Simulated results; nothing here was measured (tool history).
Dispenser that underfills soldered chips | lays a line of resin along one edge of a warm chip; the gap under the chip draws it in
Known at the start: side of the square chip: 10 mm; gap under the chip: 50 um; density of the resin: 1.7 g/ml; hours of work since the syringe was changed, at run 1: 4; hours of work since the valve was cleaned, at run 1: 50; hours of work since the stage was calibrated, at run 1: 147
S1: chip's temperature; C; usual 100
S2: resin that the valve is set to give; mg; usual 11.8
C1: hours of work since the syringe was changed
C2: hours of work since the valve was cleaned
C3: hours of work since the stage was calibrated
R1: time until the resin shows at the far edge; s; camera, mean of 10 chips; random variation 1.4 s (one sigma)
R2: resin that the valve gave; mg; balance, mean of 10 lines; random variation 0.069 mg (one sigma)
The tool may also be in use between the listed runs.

run 1 hour=0 | S1=100 S2=11.8 | C1=4 C2=50 C3=147 | R1=159.4 R2=11.7
-- hour=11.1 new syringe of resin
run 2 hour=13.6 | S1=100 S2=11.8 | C1=2 C2=58 C3=155 | R1=142.2 R2=11.45
run 3 hour=22.9 | S1=107 S2=11.8 | C1=7 C2=64 C3=161 | R1=140 R2=11.4
-- hour=28.7 new syringe of resin
run 4 hour=36.4 | S1=96 S2=11.8 | C1=5 C2=72 C3=169 | R1=185.5 R2=11.42
-- hour=46.8 new syringe of resin
run 5 hour=48.9 | S1=96 S2=11.8 | C1=1 C2=80 C3=177 | R1=163.7 R2=11.46
run 6 hour=57.2 | S1=87 S2=11.8 | C1=7 C2=85 C3=182 | R1=277.3 R2=11.4
-- hour=64.4 new syringe of resin
run 7 hour=64.5 | S1=110 S2=11.8 | C1=0 C2=90 C3=187 | R1=95.4 R2=11.38
run 8 hour=72.6 | S1=110 S2=11.8 | C1=5 C2=95 C3=192 | R1=115.6 R2=11.39
run 9 hour=80.9 | S1=110 S2=11.8 | C1=10 C2=100 C3=197 | R1=138 R2=11.29
-- hour=81.9 new syringe of resin
run 10 hour=92.4 | S1=110 S2=11.8 | C1=7 C2=107 C3=204 | R1=118.6 R2=11.29
-- hour=100 new syringe of resin
run 11 hour=103.6 | S1=110 S2=11.8 | C1=2 C2=114 C3=211 | R1=100.1 R2=11.35
run 12 hour=116.9 | S1=110 S2=11.8 | C1=11 C2=122 C3=219 | R1=134.6 R2=11.21
-- hour=117.9 new syringe of resin
run 13 hour=125.2 | S1=110 S2=11.8 | C1=5 C2=127 C3=224 | R1=106.9 R2=11.2
-- hour=135.7 new syringe of resin
run 14 hour=141.1 | S1=100 S2=11.8 | C1=3 C2=137 C3=234 | R1=151.3 R2=11.18
-- hour=153.4 new syringe of resin
run 15 hour=154.6 | S1=100 S2=11.8 | C1=1 C2=145 C3=242 | R1=140.4 R2=11.13
-- hour=162.3 dispensing valve cleaned and set on the balance
run 16 hour=165.6 | S1=100 S2=11.8 | C1=7 C2=2 C3=248 | R1=169 R2=11.74
-- hour=172.6 new syringe of resin
run 17 hour=174 | S1=100 S2=12 | C1=1 C2=7 C3=254 | R1=134.1 R2=11.97
run 18 hour=183.7 | S1=100 S2=12 | C1=7 C2=13 C3=260 | R1=164.9 R2=11.86
-- hour=190.5 new syringe of resin
run 19 hour=192.9 | S1=109 S2=10.8 | C1=2 C2=19 C3=265 | R1=102.9 R2=10.76
run 20 hour=203.4 | S1=102 S2=11.3 | C1=8 C2=25 C3=272 | R1=163.9 R2=11.19
-- hour=208.6 new syringe of resin
run 21 hour=216.2 | S1=112 S2=12.4 | C1=5 C2=33 C3=280 | R1=104.2 R2=12.21
-- hour=226.2 new syringe of resin
run 22 hour=227.4 | S1=112 S2=12.4 | C1=1 C2=40 C3=287 | R1=87.9 R2=12.13
run 23 hour=236 | S1=112 S2=12.4 | C1=6 C2=46 C3=292 | R1=108.3 R2=12.25
-- hour=244.2 new syringe of resin
run 24 hour=246.9 | S1=114 S2=12.4 | C1=2 C2=52 C3=299 | R1=85.2 R2=12.17
run 25 hour=261.2 | S1=114 S2=12.4 | C1=11 C2=61 C3=308 | R1=118.7 R2=12.14
-- hour=262.6 new syringe of resin
run 26 hour=271.4 | S1=93 S2=12.4 | C1=6 C2=67 C3=314 | R1=208.7 R2=12.14
-- hour=280.3 new syringe of resin
run 27 hour=282 | S1=89 S2=12.6 | C1=1 C2=74 C3=320 | R1=198.5 R2=12.16
run 28 hour=288.7 | S1=101 S2=11.8 | C1=5 C2=78 C3=325 | R1=151.2 R2=11.29
run 29 hour=295 | S1=101 S2=11.8 | C1=9 C2=82 C3=328 | R1=176.6 R2=11.45
-- hour=298.1 new syringe of resin
run 30 hour=309.4 | S1=108 S2=11.8 | C1=7 C2=91 C3=337 | R1=125.8 R2=11.44
-- hour=315.8 new syringe of resin
run 31 hour=318.5 | S1=102 S2=13.6 | C1=2 C2=96 C3=343 | R1=124.5 R2=13.05
run 32 hour=332.2 | S1=112 S2=11.8 | C1=10 C2=105 C3=351 | R1=123.5 R2=11.23
-- hour=333.4 new syringe of resin
run 33 hour=342.8 | S1=112 S2=11.8 | C1=6 C2=112 C3=358 | R1=109.6 R2=11.24
-- hour=351.1 new syringe of resin
run 34 hour=352.7 | S1=114 S2=11.5 | C1=1 C2=118 C3=364 | R1=85.2 R2=10.97

The same runs without the tool's hidden state, with the same run-to-run variation:
The hidden state here: resin's viscosity, % of fresh resin's; dose that the valve gives, % of what is set; true chip temperature over the reading, C; drift of the gauge itself on fill_s, %; drift of the gauge itself on given_mg, %.
run=1 R1=137.1 R2=11.97
run=2 R1=137.9 R2=11.75
run=3 R1=109.7 R2=11.73
run=4 R1=160.4 R2=11.78
run=5 R1=162.3 R2=11.86
run=6 R1=227.9 R2=11.83
run=7 R1=97.8 R2=11.83
run=8 R1=98.5 R2=11.86
run=9 R1=97.5 R2=11.78
run=10 R1=97.2 R2=11.82
run=11 R1=97 R2=11.91
run=12 R1=96.3 R2=11.81
run=13 R1=94.6 R2=11.83
run=14 R1=139 R2=11.85
run=15 R1=140.6 R2=11.84
run=16 R1=137 R2=11.76
run=17 R1=139.8 R2=12.03
run=18 R1=137.9 R2=11.94
run=19 R1=103.1 R2=10.87
run=20 R1=129.7 R2=11.33
run=21 R1=91.9 R2=12.41
run=22 R1=90 R2=12.35
run=23 R1=91.2 R2=12.5
run=24 R1=84.3 R2=12.46
run=25 R1=84.9 R2=12.47
run=26 R1=180.1 R2=12.5
run=27 R1=204.7 R2=12.55
run=28 R1=133.2 R2=11.68
run=29 R1=134.8 R2=11.86
run=30 R1=101.6 R2=11.89
run=31 R1=126.9 R2=13.6
run=32 R1=91.4 R2=11.75
run=33 R1=91.1 R2=11.78
run=34 R1=86.2 R2=11.53
